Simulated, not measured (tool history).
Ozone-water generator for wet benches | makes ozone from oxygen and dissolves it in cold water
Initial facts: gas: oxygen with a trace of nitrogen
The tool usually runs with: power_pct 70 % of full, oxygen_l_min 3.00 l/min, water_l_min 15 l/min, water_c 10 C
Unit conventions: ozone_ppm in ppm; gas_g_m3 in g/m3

{"run": 1, "hour": 0.0, "power_pct": 70, "oxygen_l_min": 3.0, "water_l_min": 15, "water_c": 10, "ozone_ppm": 24.3, "gas_g_m3": 223.0}
{"run": 2, "hour": 28.9, "power_pct": 70, "oxygen_l_min": 3.0, "water_l_min": 15, "water_c": 10, "ozone_ppm": 24.1, "gas_g_m3": 222.5}
{"run": 3, "hour": 53.9, "power_pct": 70, "oxygen_l_min": 3.0, "water_l_min": 15, "water_c": 10, "ozone_ppm": 24.2, "gas_g_m3": 221.0}
{"run": 4, "hour": 93.1, "power_pct": 70, "oxygen_l_min": 3.0, "water_l_min": 15, "water_c": 10, "ozone_ppm": 24.3, "gas_g_m3": 220.5}
{"run": 5, "hour": 121.1, "power_pct": 70, "oxygen_l_min": 3.0, "water_l_min": 15, "water_c": 9, "ozone_ppm": 24.5, "gas_g_m3": 223.0}
{"run": 6, "hour": 152.2, "power_pct": 70, "oxygen_l_min": 3.0, "water_l_min": 15, "water_c": 9, "ozone_ppm": 24.4, "gas_g_m3": 221.4}
{"run": 7, "hour": 182.2, "power_pct": 70, "oxygen_l_min": 3.0, "water_l_min": 15, "water_c": 9, "ozone_ppm": 24.5, "gas_g_m3": 221.3}
{"run": 8, "hour": 200.7, "power_pct": 70, "oxygen_l_min": 3.0, "water_l_min": 15, "water_c": 15, "ozone_ppm": 22.6, "gas_g_m3": 221.1}
{"run": 9, "hour": 222.0, "power_pct": 70, "oxygen_l_min": 3.24, "water_l_min": 15, "water_c": 10, "ozone_ppm": 24.4, "gas_g_m3": 215.8}
{"run": 10, "hour": 250.0, "power_pct": 70, "oxygen_l_min": 3.24, "water_l_min": 15, "water_c": 10, "ozone_ppm": 24.7, "gas_g_m3": 214.7}
{"run": 11, "hour": 280.5, "power_pct": 70, "oxygen_l_min": 3.24, "water_l_min": 15, "water_c": 10, "ozone_ppm": 24.8, "gas_g_m3": 216.5}
{"run": 12, "hour": 302.3, "power_pct": 70, "oxygen_l_min": 3.0, "water_l_min": 15, "water_c": 10, "ozone_ppm": 24.0, "gas_g_m3": 219.7}
{"run": 13, "hour": 331.9, "power_pct": 70, "oxygen_l_min": 3.0, "water_l_min": 15, "water_c": 10, "ozone_ppm": 23.9, "gas_g_m3": 221.6}
{"run": 14, "hour": 350.2, "power_pct": 70, "oxygen_l_min": 3.0, "water_l_min": 15, "water_c": 10, "ozone_ppm": 23.8, "gas_g_m3": 220.2}
{"run": 15, "hour": 372.8, "power_pct": 85, "oxygen_l_min": 3.77, "water_l_min": 15, "water_c": 10, "ozone_ppm": 28.9, "gas_g_m3": 231.1}
{"run": 16, "hour": 411.4, "power_pct": 85, "oxygen_l_min": 3.77, "water_l_min": 15, "water_c": 10, "ozone_ppm": 28.8, "gas_g_m3": 229.8}
{"run": 17, "hour": 434.6, "power_pct": 70, "oxygen_l_min": 3.0, "water_l_min": 16, "water_c": 7, "ozone_ppm": 23.1, "gas_g_m3": 220.2}
{"run": 18, "hour": 451.4, "power_pct": 88, "oxygen_l_min": 3.0, "water_l_min": 16, "water_c": 7, "ozone_ppm": 27.0, "gas_g_m3": 252.8}
{"hour": 454.9, "done": "water thermometer calibrated"}
{"run": 19, "hour": 468.5, "power_pct": 44, "oxygen_l_min": 3.0, "water_l_min": 15, "water_c": 12, "ozone_ppm": 17.7, "gas_g_m3": 166.6}
{"run": 20, "hour": 498.9, "power_pct": 45, "oxygen_l_min": 3.0, "water_l_min": 16, "water_c": 10, "ozone_ppm": 17.3, "gas_g_m3": 168.4}
{"run": 21, "hour": 531.3, "power_pct": 45, "oxygen_l_min": 3.0, "water_l_min": 12, "water_c": 10, "ozone_ppm": 22.2, "gas_g_m3": 167.8}
{"run": 22, "hour": 562.9, "power_pct": 58, "oxygen_l_min": 2.51, "water_l_min": 21, "water_c": 12, "ozone_ppm": 14.4, "gas_g_m3": 206.9}
{"run": 23, "hour": 588.7, "power_pct": 70, "oxygen_l_min": 3.0, "water_l_min": 15, "water_c": 15, "ozone_ppm": 22.3, "gas_g_m3": 219.2}
{"hour": 592.0, "done": "water thermometer calibrated, once more"}
{"run": 24, "hour": 606.1, "power_pct": 70, "oxygen_l_min": 3.0, "water_l_min": 15, "water_c": 15, "ozone_ppm": 22.3, "gas_g_m3": 219.2}
{"run": 25, "hour": 637.0, "power_pct": 70, "oxygen_l_min": 4.88, "water_l_min": 12, "water_c": 15, "ozone_ppm": 29.8, "gas_g_m3": 188.2}
{"run": 26, "hour": 667.7, "power_pct": 70, "oxygen_l_min": 3.52, "water_l_min": 15, "water_c": 8, "ozone_ppm": 25.6, "gas_g_m3": 207.8}
{"run": 27, "hour": 691.0, "power_pct": 70, "oxygen_l_min": 3.0, "water_l_min": 15, "water_c": 13, "ozone_ppm": 22.8, "gas_g_m3": 217.0}
{"run": 28, "hour": 715.8, "power_pct": 76, "oxygen_l_min": 3.0, "water_l_min": 15, "water_c": 10, "ozone_ppm": 24.6, "gas_g_m3": 230.6}

Each row is a separate what-if for the run after 28, all from the same tool condition, not one after another. Results?
{"run": "A", "hour": 740.9, "power_pct": 76, "oxygen_l_min": 3.0, "water_l_min": 14, "water_c": 10, "ozone_ppm": "?", "gas_g_m3": "?"}
{"run": "B", "hour": 740.9, "power_pct": 47, "oxygen_l_min": 3.0, "water_l_min": 15, "water_c": 10, "ozone_ppm": "?", "gas_g_m3": "?"}
{"run": "C", "hour": 740.9, "power_pct": 70, "oxygen_l_min": 2.98, "water_l_min": 15, "water_c": 10, "ozone_ppm": "?", "gas_g_m3": "?"}
{"run": "D", "hour": 740.9, "power_pct": 76, "oxygen_l_min": 3.02, "water_l_min": 17, "water_c": 8, "ozone_ppm": "?", "gas_g_m3": "?"}

run=A ozone_ppm=26.4 gas_g_m3=229.3
run=B ozone_ppm=18.8 gas_g_m3=173.7
run=C ozone_ppm=23.7 gas_g_m3=217.8
run=D ozone_ppm=22.8 gas_g_m3=226.3
Without the tool's unlogged condition, the same runs would have read:
run=A ozone_ppm=28.5 gas_g_m3=241.8
run=B ozone_ppm=20.0 gas_g_m3=180.5
run=C ozone_ppm=25.6 gas_g_m3=229.1
run=D ozone_ppm=24.7 gas_g_m3=238.6
